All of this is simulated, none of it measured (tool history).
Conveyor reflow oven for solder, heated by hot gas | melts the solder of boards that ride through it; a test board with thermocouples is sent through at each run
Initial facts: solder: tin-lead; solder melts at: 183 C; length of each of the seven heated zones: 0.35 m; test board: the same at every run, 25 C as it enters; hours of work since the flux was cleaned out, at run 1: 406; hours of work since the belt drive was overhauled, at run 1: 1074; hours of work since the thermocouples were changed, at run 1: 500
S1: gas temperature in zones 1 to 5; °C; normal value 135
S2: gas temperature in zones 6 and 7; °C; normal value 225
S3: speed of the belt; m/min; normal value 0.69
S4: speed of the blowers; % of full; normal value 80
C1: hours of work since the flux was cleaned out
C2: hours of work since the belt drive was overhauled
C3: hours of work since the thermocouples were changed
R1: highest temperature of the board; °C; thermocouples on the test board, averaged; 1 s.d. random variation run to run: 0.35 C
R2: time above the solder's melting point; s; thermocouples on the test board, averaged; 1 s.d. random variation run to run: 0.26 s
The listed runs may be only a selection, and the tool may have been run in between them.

run	day	S1	S2	S3	S4	C1	C2	C3	R1	R2
1	0	135	225	0.69	80	406	1074	500	212.8	43.9
# day 2.108: flux residue cleaned out of gas plates and filters
2	2.942	135	225	0.69	80	12	1112	538	215.4	46.7
3	5.829	135	225	0.69	80	52	1152	577	215.5	46.8
4	7.308	135	225	0.69	54	72	1172	598	207.9	39.3
5	9.279	135	225	0.69	50	99	1200	625	206.6	37.8
6	11.196	135	225	0.69	50	126	1226	652	207	37.6
7	12.696	143	225	0.69	80	147	1247	672	215.5	49.2
8	14.917	143	225	0.69	80	177	1278	703	215.4	48.9
9	17.704	143	225	0.69	80	216	1316	742	214.9	49.2
10	20.033	143	225	0.69	80	248	1349	774	215.1	48.7
11	22.221	143	223	0.69	80	278	1379	804	212.9	47.5
12	23.846	143	223	0.69	80	301	1401	827	212.4	47.4
13	25.238	135	225	0.69	80	320	1421	846	212.9	45.3
14	28.533	135	225	0.69	80	366	1466	892	213.3	45.4
15	30.362	135	225	0.816	80	391	1491	917	209.1	34.2
16	31.779	137	217	0.551	67	411	1511	936	208.4	55.1
# day 33.567: flux residue cleaned out of gas plates and filters
# day 35.217: belt drive overhauled, speed set with a stopwatch
17	35.229	137	225	0.551	53	21	0	979	213.6	55.1
18	37.879	137	225	0.695	56	57	37	1016	207.5	37.7
19	39.492	137	236	0.708	56	80	59	1038	216	43.8
# day 40.962: thermocouples of zones 6 and 7 changed
20	41.483	132	219	0.618	56	106	86	7	205.3	40.3
21	42.933	150	217	0.758	80	126	106	27	206.9	40.1
22	45.542	150	217	0.758	80	162	142	63	207	39.6
23	48.321	135	232	0.69	80	201	180	102	221	47.4
24	50.292	144	232	0.69	88	228	207	129	222.3	52
25	53.596	132	218	0.823	88	274	253	175	203.4	29.1
26	56.5	135	225	0.69	51	314	293	215	204.3	34.8
27	58	135	225	0.625	65	335	314	236	212.5	47.4
28	60.646	135	215	0.697	51	371	351	272	197	24.6
29	62.196	130	225	0.69	80	393	372	294	211.9	41.5
30	64.842	130	214	0.608	80	429	409	330	205	42.5

Predict each of these 3 candidate next runs independently; none follows another, all start after run 30:
# day 65.283: flux residue cleaned out of gas plates and filters
A	67.312	135	240	0.718	80	28	440	362	?	?
# day 65.283: flux residue cleaned out of gas plates and filters
B	67.312	120	234	0.632	80	28	440	362	?	?
# day 65.283: flux residue cleaned out of gas plates and filters
C	67.312	135	214	0.608	80	28	440	362	?	?

run	R1	R2
A	227.5	49.9
B	223.6	51.9
C	207	47.1
Stripped of hidden state, with their random variation kept, the same runs would have yielded:
run	R1	R2
A	228.2	49.7
B	224.3	51.7
C	207.7	47.1

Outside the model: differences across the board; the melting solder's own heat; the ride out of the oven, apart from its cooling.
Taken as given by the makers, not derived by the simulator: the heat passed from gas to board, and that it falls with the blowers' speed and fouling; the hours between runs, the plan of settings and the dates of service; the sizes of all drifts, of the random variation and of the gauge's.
